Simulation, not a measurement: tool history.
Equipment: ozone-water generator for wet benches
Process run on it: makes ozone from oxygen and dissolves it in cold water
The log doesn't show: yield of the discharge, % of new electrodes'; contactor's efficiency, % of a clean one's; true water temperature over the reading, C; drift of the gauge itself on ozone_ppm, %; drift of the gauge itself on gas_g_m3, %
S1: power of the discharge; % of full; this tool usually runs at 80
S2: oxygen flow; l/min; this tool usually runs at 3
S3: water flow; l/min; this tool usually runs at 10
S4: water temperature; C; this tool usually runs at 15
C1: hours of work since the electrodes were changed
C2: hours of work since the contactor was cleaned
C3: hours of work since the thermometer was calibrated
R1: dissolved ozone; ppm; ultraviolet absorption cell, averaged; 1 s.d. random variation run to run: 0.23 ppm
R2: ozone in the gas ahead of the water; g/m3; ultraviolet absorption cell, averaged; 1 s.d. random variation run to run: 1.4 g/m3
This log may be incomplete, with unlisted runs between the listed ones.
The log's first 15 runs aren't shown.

run	hour	S1	S2	S3	S4	C1	C2	C3	R1	R2
16	740	80	3	10	15	781	703	3838	33.1	246.8
17	775.3	49	3	10	15	816	737	3872	24.9	185.4
18	813.7	49	3	10	15	853	775	3910	24.9	185.1
19	877.4	94	2.1	14	11	915	837	3972	28.4	330.2
20	939.7	94	2.1	14	11	976	897	4032	28.5	330.6
21	990	79	5.28	10	22	1025	946	4081	27.1	177.5
22	1027.4	62	3	12	20	1061	983	4118	23.3	211.6
23	1084.5	80	1.65	10	11	1117	1038	4173	33.2	342.7
24	1145.6	80	1.82	15	15	1176	1098	4233	22.8	325.4
25	1199.6	80	2.83	10	12	1229	1150	4285	34.1	253
26	1248.8	48	3.38	9	19	1277	1198	4333	24.1	171
27	1302.5	48	2.07	13	12	1329	1250	4385	20.1	224.5
# hour 1348.2: water thermometer calibrated
28	1348.2	63	3.86	15	19	1373	1294	0	20.3	186
29	1407.8	80	1.57	15	15	1431	1352	58	22.3	345.5
30	1435.7	80	1.57	15	15	1458	1379	85	22.1	345.9
31	1493.1	80	1.57	15	15	1514	1435	141	22	350.2
32	1525.6	53	1.56	8	7	1545	1467	173	32	276.6

What if the next run were any one of these 3? Each begins from the tool's condition after run 32:
A	1568.6	53	1.84	6	8	1587	1509	214	?	?
B	1568.6	83	3.11	10	15	1587	1509	214	?	?
C	1568.6	53	1.56	8	10	1587	1509	214	?	?

run	R1	R2
A	40.6	252
B	33.4	242.6
C	31.1	277.5
Without the tool's unlogged condition, the same runs would have read:
run	R1	R2
A	42.2	259.6
B	35.1	252.2
C	32.4	286
